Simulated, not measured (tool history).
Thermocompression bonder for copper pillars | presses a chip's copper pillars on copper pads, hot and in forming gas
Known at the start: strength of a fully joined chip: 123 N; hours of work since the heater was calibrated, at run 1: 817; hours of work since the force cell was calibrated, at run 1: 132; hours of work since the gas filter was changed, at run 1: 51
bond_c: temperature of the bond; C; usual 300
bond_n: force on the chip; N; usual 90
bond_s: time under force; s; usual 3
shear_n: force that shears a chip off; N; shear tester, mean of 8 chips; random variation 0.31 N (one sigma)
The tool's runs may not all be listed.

| run | hour | bond_c | bond_n | bond_s | hours of work since the heater was calibrated | hours of work since the force cell was calibrated | hours of work since the gas filter was changed | shear_n |
|---|---|---|---|---|---|---|---|---|
| 1 | 0.0 | 300 | 90 | 3 | 817 | 132 | 51 | 93.8 |
| 2 | 24.3 | 300 | 90 | 3 | 830 | 144 | 63 | 93.5 |
| 3 | 52.0 | 300 | 90 | 3 | 843 | 158 | 77 | 93.5 |
| 4 | 77.0 | 300 | 90 | 3 | 856 | 170 | 89 | 93.4 |
| 5 | 99.6 | 300 | 118 | 3 | 867 | 182 | 100 | 104.8 |
| 6 | 120.8 | 278 | 90 | 3 | 878 | 192 | 111 | 74.6 |
| 7 | 150.6 | 278 | 111 | 3 | 893 | 207 | 126 | 85.1 |
| 8 | 175.0 | 300 | 90 | 3 | 905 | 219 | 138 | 93.5 |
| 9 | 191.0 | 300 | 90 | 3 | 913 | 227 | 146 | 93.7 |
| 10 | 206.9 | 300 | 90 | 3 | 921 | 235 | 154 | 93.8 |
| 11 | 232.4 | 300 | 90 | 3 | 934 | 248 | 167 | 94.0 |
| 12 | 261.0 | 300 | 90 | 3 | 948 | 262 | 181 | 93.2 |
| 13 | 287.4 | 300 | 90 | 3 | 961 | 276 | 194 | 93.1 |
| 14 | 301.6 | 300 | 90 | 3 | 968 | 283 | 201 | 93.7 |
| 15 | 333.4 | 300 | 90 | 3 | 984 | 298 | 217 | 93.5 |
| 16 | 350.0 | 300 | 90 | 3 | 992 | 307 | 226 | 93.5 |
| 17 | 366.0 | 300 | 90 | 3 | 1000 | 315 | 234 | 93.7 |
| 18 | 395.8 | 300 | 90 | 3 | 1015 | 330 | 248 | 92.9 |
|  | 423.1 | heater calibrated with a thermocouple chip |
| 19 | 428.6 | 300 | 90 | 3 | 3 | 345 | 264 | 89.1 |
| 20 | 447.0 | 270 | 90 | 3 | 12 | 354 | 273 | 62.2 |
| 21 | 469.7 | 300 | 99 | 3 | 23 | 366 | 284 | 94.3 |
| 22 | 500.3 | 296 | 101 | 3 | 39 | 381 | 300 | 91.9 |
| 23 | 530.9 | 275 | 66 | 2 | 54 | 396 | 315 | 44.6 |
| 24 | 546.2 | 275 | 66 | 2 | 62 | 404 | 323 | 44.7 |
| 25 | 566.0 | 275 | 66 | 2 | 71 | 414 | 333 | 44.8 |
|  | 570.2 | force cell calibrated |
| 26 | 585.3 | 275 | 57 | 2 | 80 | 8 | 341 | 39.8 |
| 27 | 607.4 | 275 | 57 | 2 | 91 | 19 | 353 | 39.4 |
| 28 | 636.5 | 278 | 84 | 3 | 106 | 33 | 367 | 67.5 |
| 29 | 657.4 | 318 | 65 | 4 | 116 | 44 | 377 | 94.1 |
| 30 | 672.7 | 300 | 90 | 7 | 124 | 51 | 385 | 105.6 |
| 31 | 702.0 | 300 | 86 | 3 | 139 | 66 | 400 | 87.5 |
| 32 | 720.9 | 283 | 81 | 3 | 148 | 75 | 409 | 70.1 |
| 33 | 740.0 | 283 | 81 | 3 | 158 | 85 | 419 | 70.1 |
|  | 763.4 | force cell calibrated, once more |
| 34 | 765.2 | 312 | 115 | 4 | 170 | 1 | 431 | 110.2 |
| 35 | 779.8 | 300 | 117 | 5 | 177 | 8 | 438 | 107.1 |
|  | 781.6 | forming gas filter changed |
| 36 | 805.4 | 293 | 57 | 3 | 189 | 21 | 12 | 60.4 |
| 37 | 833.0 | 293 | 57 | 3 | 203 | 35 | 26 | 60.6 |
| 38 | 858.1 | 317 | 76 | 4 | 216 | 47 | 38 | 100.9 |
| 39 | 886.3 | 318 | 100 | 2 | 230 | 61 | 52 | 101.2 |

Forecast each of these 5 alternatives for the next run:
| A | 913.8 | 293 | 124 | 2 | 244 | 75 | 66 | ? |
| B | 913.8 | 300 | 59 | 2 | 244 | 75 | 66 | ? |
| C | 913.8 | 319 | 90 | 2 | 244 | 75 | 66 | ? |
| D | 913.8 | 314 | 90 | 4 | 244 | 75 | 66 | ? |
| E | 913.8 | 288 | 114 | 5 | 244 | 75 | 66 | ? |

| run | shear_n |
|---|---|
| A | 92.4 |
| B | 60.3 |
| C | 97.0 |
| D | 105.8 |
| E | 102.1 |
Without the tool's hidden state the same runs would have given:
| run | shear_n |
|---|---|
| A | 92.2 |
| B | 59.9 |
| C | 96.9 |
| D | 105.9 |
| E | 102.0 |

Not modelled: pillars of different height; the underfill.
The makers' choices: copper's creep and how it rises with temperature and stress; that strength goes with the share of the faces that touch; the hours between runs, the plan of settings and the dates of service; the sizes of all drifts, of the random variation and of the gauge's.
